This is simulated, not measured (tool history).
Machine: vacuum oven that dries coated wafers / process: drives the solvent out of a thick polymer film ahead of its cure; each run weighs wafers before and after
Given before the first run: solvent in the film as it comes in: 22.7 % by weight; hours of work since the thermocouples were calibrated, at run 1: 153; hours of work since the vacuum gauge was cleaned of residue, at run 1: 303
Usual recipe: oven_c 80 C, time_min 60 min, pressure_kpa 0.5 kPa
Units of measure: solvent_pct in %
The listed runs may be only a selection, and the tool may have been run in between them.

run	hour	oven_c	time_min	pressure_kpa	hours of work since the thermocouples were calibrated	hours of work since the vacuum gauge was cleaned of residue	solvent_pct
1	0	80	60	0.5	153	303	1
2	52.2	80	60	0.5	180	330	1.02
3	170.1	80	60	0.423	242	392	1.03
4	235.5	80	60	0.423	276	426	1.03
5	332.4	80	60	0.423	327	476	1.11
6	396.8	80	60	0.719	360	510	1.14
7	490.4	71	60	0.719	409	559	4.36
8	544.3	71	60	0.719	437	587	4.37
# hour 551.2: vacuum gauge cleaned of residue and calibrated
9	634	80	33	1.439	483	43	4.07
10	735.7	80	33	1.439	537	96	4.15
11	845.7	80	33	1.439	594	154	4.17
# hour 872: oven's thermocouples calibrated
12	901.4	80	33	1.439	15	182	3.27
13	950	82	92	0.63	41	207	0.27
14	998.3	82	92	0.63	66	233	0.31
15	1058.4	82	92	0.63	97	264	0.2
16	1113.1	82	92	0.63	126	293	0.24

Forecast each of these 5 alternatives for the next run:
A	1171.4	82	92	1.522	156	323	?
B	1171.4	80	54	0.841	156	323	?
C	1171.4	80	45	0.5	156	323	?
D	1171.4	82	92	0.262	156	323	?
E	1171.4	77	32	0.433	156	323	?

run	solvent_pct
A	0.46
B	1.25
C	1.74
D	0.14
E	4.61
With the hidden condition removed and each run's random variation left untouched, the same runs would have given:
run	solvent_pct
A	0.43
B	1.26
C	1.77
D	0.11
E	4.67
